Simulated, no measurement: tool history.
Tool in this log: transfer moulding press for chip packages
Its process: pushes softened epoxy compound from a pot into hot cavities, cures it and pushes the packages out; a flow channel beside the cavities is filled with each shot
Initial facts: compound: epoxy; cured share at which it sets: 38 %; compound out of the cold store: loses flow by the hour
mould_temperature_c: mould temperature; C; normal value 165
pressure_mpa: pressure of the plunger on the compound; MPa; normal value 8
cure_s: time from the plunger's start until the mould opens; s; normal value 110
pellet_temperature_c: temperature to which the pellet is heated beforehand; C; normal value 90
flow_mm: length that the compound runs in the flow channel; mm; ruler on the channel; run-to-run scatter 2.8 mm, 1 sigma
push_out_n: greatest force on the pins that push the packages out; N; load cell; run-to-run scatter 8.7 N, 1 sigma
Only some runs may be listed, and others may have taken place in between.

run   hour  mould_temperature_c  pressure_mpa  cure_s  pellet_temperature_c  incoming compound's hours out of the cold store  flow_mm  push_out_n
  1      0                  165             8     110                    90                                               34      704         382
  2   17.5                  163             8     110                    90                                             12.4      761         537
  3   33.9                  163             8     127                    90                                             12.6      765         546
  4   46.6                  159             8     127                    90                                             14.4      771         672
  5   57.8                  165             8     110                    90                                             31.3      703         632
  6   77.8                  165             8     110                    90                                             38.4      685         649
      97.8  -- cavities cleaned with cleaning compound and waxed
  7   98.2                  158             8     110                    90                                             46.5      689         558
  8  118.6                  158          8.79      91                    80                                             33.3      750        1142
     129.9  -- plunger's sealing rings changed
  9    130                  158          8.79     146                    86                                             33.3      776         520
     133.5  -- mould's thermocouples calibrated
 10  143.8                  167          6.75     115                    82                                               29      664         499
 11    160                  160          6.66     110                    90                                             30.2      682         840
 12  169.1                  167             8     110                    87                                             35.8      709         598
 13  185.4                  164           9.4     104                    99                                             30.2      792         746

Alternative continuations, all from the tool just after run 13; predict every row:
  A  196.2                  172           9.4      94                    99                                             32.5        ?           ?
  B  196.2                  168           9.4     130                    87                                             41.8        ?           ?
  C  196.2                  161          7.48     118                    99                                             12.5        ?           ?
  D  196.2                  165          6.51     110                    90                                             46.8        ?           ?
  E  196.2                  165          9.23     110                    90                                             35.1        ?           ?

run  flow_mm  push_out_n
  A      760         634
  B      748         566
  C      757         780
  D      621         678
  E      768         682
Take away the tool's hidden state, keep each run's random variation, and the runs would have read:
run  flow_mm  push_out_n
  A      766         351
  B      754         312
  C      763         424
  D      626         370
  E      775         374
